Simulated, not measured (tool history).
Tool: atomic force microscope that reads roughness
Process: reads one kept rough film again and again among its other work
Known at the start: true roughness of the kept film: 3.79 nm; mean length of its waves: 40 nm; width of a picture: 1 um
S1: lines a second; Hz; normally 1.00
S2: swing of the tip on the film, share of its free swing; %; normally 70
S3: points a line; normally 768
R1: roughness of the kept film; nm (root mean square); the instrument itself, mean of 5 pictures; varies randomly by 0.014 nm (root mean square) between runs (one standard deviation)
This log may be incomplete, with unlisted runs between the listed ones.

{"run": 1, "hour": 0.0, "S1": 1.0, "S2": 70, "S3": 768, "R1": 2.926}
{"run": 2, "hour": 40.8, "S1": 1.0, "S2": 68, "S3": 768, "R1": 2.859}
{"run": 3, "hour": 96.1, "S1": 1.0, "S2": 68, "S3": 768, "R1": 2.709}
{"run": 4, "hour": 126.7, "S1": 1.0, "S2": 68, "S3": 768, "R1": 2.65}
{"hour": 142.8, "done": "new tip fitted"}
{"run": 5, "hour": 179.0, "S1": 1.0, "S2": 70, "S3": 683, "R1": 3.184}
{"run": 6, "hour": 221.9, "S1": 1.0, "S2": 70, "S3": 683, "R1": 3.048}
{"run": 7, "hour": 246.6, "S1": 1.0, "S2": 70, "S3": 768, "R1": 2.983}
{"run": 8, "hour": 279.9, "S1": 1.0, "S2": 69, "S3": 768, "R1": 2.937}
{"run": 9, "hour": 337.2, "S1": 1.0, "S2": 69, "S3": 768, "R1": 2.79}
{"run": 10, "hour": 380.0, "S1": 1.0, "S2": 70, "S3": 340, "R1": 2.696}
{"hour": 406.0, "done": "new tip fitted"}
{"run": 11, "hour": 425.5, "S1": 1.0, "S2": 70, "S3": 340, "R1": 3.233}
{"run": 12, "hour": 457.5, "S1": 1.0, "S2": 70, "S3": 340, "R1": 3.135}
{"run": 13, "hour": 502.4, "S1": 1.0, "S2": 70, "S3": 768, "R1": 3.022}
{"run": 14, "hour": 559.2, "S1": 1.0, "S2": 70, "S3": 768, "R1": 2.879}
{"run": 15, "hour": 589.3, "S1": 1.62, "S2": 79, "S3": 670, "R1": 2.639}
{"run": 16, "hour": 633.7, "S1": 1.15, "S2": 63, "S3": 429, "R1": 2.738}
{"run": 17, "hour": 667.0, "S1": 1.15, "S2": 63, "S3": 429, "R1": 2.673}
{"hour": 671.4, "done": "new tip fitted"}
{"run": 18, "hour": 723.6, "S1": 1.44, "S2": 64, "S3": 429, "R1": 3.142}
{"run": 19, "hour": 771.0, "S1": 0.64, "S2": 85, "S3": 311, "R1": 2.951}
{"run": 20, "hour": 825.7, "S1": 0.94, "S2": 68, "S3": 520, "R1": 2.886}
{"run": 21, "hour": 859.2, "S1": 2.11, "S2": 56, "S3": 736, "R1": 2.84}
{"run": 22, "hour": 913.1, "S1": 1.82, "S2": 70, "S3": 768, "R1": 2.614}
{"hour": 934.8, "done": "new tip fitted"}
{"run": 23, "hour": 964.3, "S1": 1.82, "S2": 70, "S3": 393, "R1": 3.098}
{"run": 24, "hour": 1017.4, "S1": 2.83, "S2": 64, "S3": 444, "R1": 2.953}
{"run": 25, "hour": 1054.0, "S1": 0.87, "S2": 60, "S3": 501, "R1": 3.048}
{"run": 26, "hour": 1097.5, "S1": 0.87, "S2": 60, "S3": 501, "R1": 2.931}
{"run": 27, "hour": 1143.3, "S1": 2.11, "S2": 60, "S3": 501, "R1": 2.734}
{"run": 28, "hour": 1168.3, "S1": 2.11, "S2": 60, "S3": 501, "R1": 2.688}

Hidden state or all else? Some run-to-run changes of R1, split into what the settings, what came in and random variation would give without the hidden state, and what is left for the hidden state (with any gauge scatter that isn't in both results):
The tool's hidden condition here consists of: radius of the tip, nm; height scale over the true one, %; drift of the gauge itself on roughness_nm, %.
Run 4 -> 5: S2 68 -> 70, S3 768 -> 683, new tip fitted. R1 +0.534 nm (root mean square): hidden state +0.535, all else -0.001.
Run 10 -> 11: new tip fitted. R1 +0.537 nm (root mean square): hidden state +0.527, all else +0.010.
